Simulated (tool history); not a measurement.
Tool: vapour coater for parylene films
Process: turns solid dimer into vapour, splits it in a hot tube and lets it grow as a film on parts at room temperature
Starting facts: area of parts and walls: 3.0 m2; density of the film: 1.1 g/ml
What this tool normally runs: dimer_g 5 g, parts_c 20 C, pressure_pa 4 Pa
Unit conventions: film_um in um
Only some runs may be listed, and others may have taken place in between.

| run | hour | dimer_g | parts_c | pressure_pa | film_um |
|---|---|---|---|---|---|
| 1 | 0 | 5 | 20 | 4 | 1.163 |
| 2 | 19.8 | 5 | 20 | 5.74 | 1.068 |
| 3 | 36.4 | 5 | 20 | 5.74 | 1.073 |
| 4 | 57.2 | 5 | 20 | 5.74 | 1.067 |
| 5 | 76.6 | 5 | 20 | 4 | 1.151 |
| 6 | 99.6 | 5 | 17 | 4 | 1.306 |
| 7 | 114.2 | 5 | 17 | 4 | 1.296 |
| 8 | 146.1 | 5 | 17 | 4 | 1.373 |
| 9 | 164.8 | 4 | 17 | 4 | 1.104 |
| 10 | 189.1 | 4 | 17 | 4 | 1.1 |
| 11 | 216.2 | 4 | 17 | 4 | 1.098 |
| 12 | 231.9 | 4 | 17 | 4 | 1.099 |
| 13 | 255.1 | 5 | 20 | 9.65 | 0.993 |
| 14 | 269 | 5 | 20 | 9.65 | 0.993 |
| 15 | 285.6 | 5 | 20 | 9.65 | 0.993 |
| 16 | 310.1 | 5 | 20 | 9.65 | 0.986 |
| 17 | 338.2 | 5 | 20 | 9.65 | 0.986 |
| 18 | 364.5 | 5 | 20 | 9.65 | 0.987 |
| 19 | 380.7 | 5 | 20 | 9.65 | 0.984 |
| 20 | 406.8 | 6 | 20 | 4 | 1.418 |
| 21 | 424.7 | 5 | 20 | 9.48 | 0.984 |
| 22 | 454.1 | 5 | 20 | 9.48 | 0.974 |
| 23 | 477.1 | 5 | 20 | 11.21 | 0.94 |
| 24 | 503.2 | 5 | 20 | 11.21 | 0.939 |
| 25 | 532.4 | 4 | 15 | 8.45 | 0.972 |
| 26 | 552.9 | 5 | 16 | 7.03 | 1.213 |
| 27 | 577.3 | 5 | 16 | 7.03 | 1.217 |
| 28 | 592.3 | 5 | 18 | 8.05 | 1.083 |
| 29 | 617.9 | 5 | 18 | 8.05 | 1.083 |
| 30 | 629.9 | 5 | 31 | 4.03 | 0.735 |
| 31 | 647.5 | 5 | 15 | 2.83 | 1.38 |
| 32 | 675 | 3 | 15 | 2.83 | 0.824 |
| 33 | 696.9 | 3 | 22 | 2.83 | 0.737 |
| 34 | 717 | 9 | 21 | 5.22 | 2.016 |
| 35 | 732.7 | 9 | 21 | 5.22 | 2.017 |
| 36 | 748.9 | 2 | 21 | 5.91 | 0.436 |
| 37 | 762.6 | 4 | 21 | 5.91 | 0.876 |
| 38 | 783.3 | 2 | 32 | 4 | 0.296 |
| 39 | 811.2 | 5 | 20 | 4.52 | 1.188 |
| 40 | 839.6 | 5 | 23 | 11.33 | 0.859 |
| 41 | 865.9 | 2 | 23 | 2.63 | 0.468 |
| 42 | 882.9 | 7 | 14 | 4 | 2.036 |
| 43 | 900.1 | 7 | 14 | 4 | 2.03 |
| 44 | 921.8 | 7 | 14 | 4 | 2.02 |
| 45 | 944.9 | 7 | 14 | 4 | 2.021 |
| 46 | 973.8 | 2 | 18 | 2.79 | 0.569 |

The log once held 2 entries between its listed runs, left out of this copy. Where does each go, and what is different about the tool's unlogged condition between the listed run before it and the listed run after it?
Runs 7 to 8: trap's valve overhauled (hour 128.3)
  vapour lost through the trap's worn valve, %: 6.9 -> 1.1; true temperature of the parts over the reading, C: -0.42 -> -0.43
  difference, measured minus the result without the unlogged condition, film_um: -0.072 -> +0.01 um
Runs 32 to 33: trap's valve overhauled (hour 689.7)
  vapour lost through the trap's worn valve, %: 7.2 -> 0.1; true temperature of the parts over the reading, C: -0.59 -> -0.6
  difference, measured minus the result without the unlogged condition, film_um: -0.064 -> +0.017 um

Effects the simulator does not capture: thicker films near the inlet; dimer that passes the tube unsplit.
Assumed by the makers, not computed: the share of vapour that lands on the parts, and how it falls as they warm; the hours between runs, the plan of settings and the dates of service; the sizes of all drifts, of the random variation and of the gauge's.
